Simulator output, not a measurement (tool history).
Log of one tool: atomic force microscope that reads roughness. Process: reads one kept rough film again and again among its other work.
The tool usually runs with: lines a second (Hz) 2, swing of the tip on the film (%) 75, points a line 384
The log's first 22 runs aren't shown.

| run | hour | lines a second (Hz) | swing of the tip on the film (%) | points a line | roughness of the kept film (nm (root mean square)) |
|---|---|---|---|---|---|
| 23 | 849.9 | 3.28 | 89 | 365 | 1.769 |
| 24 | 900.1 | 2.24 | 89 | 632 | 1.982 |
|  | 905.3 | height scale calibrated on a step standard |
|  | 915.4 | new tip fitted |
| 25 | 935.4 | 1.44 | 75 | 384 | 2.626 |
| 26 | 980.9 | 1.44 | 75 | 384 | 2.608 |
|  | 1002.9 | height scale calibrated on a step standard, once more |
| 27 | 1017.6 | 1.44 | 75 | 384 | 2.507 |
| 28 | 1043 | 1.81 | 81 | 809 | 2.329 |
| 29 | 1085.3 | 1.81 | 60 | 432 | 2.646 |
| 30 | 1109.7 | 1.81 | 60 | 432 | 2.611 |
| 31 | 1137.4 | 1.81 | 60 | 432 | 2.606 |
| 32 | 1176 | 1.81 | 60 | 432 | 2.602 |
| 33 | 1218.2 | 1.39 | 81 | 596 | 2.338 |
| 34 | 1259.2 | 3.52 | 72 | 377 | 2.157 |
| 35 | 1304.1 | 3.52 | 72 | 377 | 2.164 |
|  | 1323.3 | new tip fitted |
| 36 | 1353.2 | 3.76 | 81 | 384 | 2.033 |
| 37 | 1399.7 | 3.76 | 81 | 384 | 1.992 |
| 38 | 1452.3 | 2.28 | 85 | 384 | 2.147 |

What if the next run were any one of these 4? Each begins from the tool's condition after run 38:
| A | 1477.3 | 1.22 | 67 | 258 | ? |
| B | 1477.3 | 1.58 | 85 | 852 | ? |
| C | 1477.3 | 1.47 | 69 | 384 | ? |
| D | 1477.3 | 2.01 | 75 | 384 | ? |

| run | roughness of the kept film (nm (root mean square)) |
|---|---|
| A | 2.639 |
| B | 2.295 |
| C | 2.599 |
| D | 2.387 |
Had the tool no hidden state, the same runs would have come out as:
| run | roughness of the kept film (nm (root mean square)) |
|---|---|
| A | 2.719 |
| B | 2.364 |
| C | 2.678 |
| D | 2.46 |

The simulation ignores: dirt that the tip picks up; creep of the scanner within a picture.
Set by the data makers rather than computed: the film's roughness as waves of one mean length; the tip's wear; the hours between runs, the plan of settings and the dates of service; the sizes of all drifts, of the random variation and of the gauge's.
